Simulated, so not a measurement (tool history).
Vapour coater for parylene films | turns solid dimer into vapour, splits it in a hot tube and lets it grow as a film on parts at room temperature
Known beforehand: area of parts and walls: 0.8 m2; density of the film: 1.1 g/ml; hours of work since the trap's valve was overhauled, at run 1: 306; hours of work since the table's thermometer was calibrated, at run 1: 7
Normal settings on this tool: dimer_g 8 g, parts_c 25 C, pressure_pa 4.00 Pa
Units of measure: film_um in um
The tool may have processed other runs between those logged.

run     day  dimer_g  parts_c  pressure_pa  hours of work since the trap's valve was overhauled  hours of work since the table's thermometer was calibrated  film_um
  1   0.000        8       25         4.00                                                  306                                                           7     5.99
  2   1.600        8       17         4.00                                                  327                                                          28     7.91
  3   2.896       10       25         4.00                                                  344                                                          45     7.56
  4   3.871        7       25         4.00                                                  357                                                          57     5.24
  5   5.417        8       25         2.89                                                  377                                                          77     6.28
      6.400  -- trap's valve overhauled
  6   6.812        9       25         4.00                                                    5                                                          93     6.84
  7   7.742        9       25         4.00                                                   17                                                         105     6.74
  8   8.721        8       25         2.80                                                   30                                                         118     6.26
  9   9.904        8       25        10.42                                                   45                                                         133     5.34
 10  11.138        8       25        10.42                                                   61                                                         149     5.39
 11  12.117        8       25        10.42                                                   74                                                         162     5.35
 12  12.992        8       18         6.70                                                   86                                                         173     7.14
 13  14.296        8       25        10.22                                                  102                                                         190     5.34

For each entry between runs, how does the tool's hidden state at the last listed run before it compare with that at the first listed run after it?
Between runs 5 and 6: trap's valve overhauled (day 6.400)
  vapour lost through the trap's worn valve, %: 0.6 -> 0
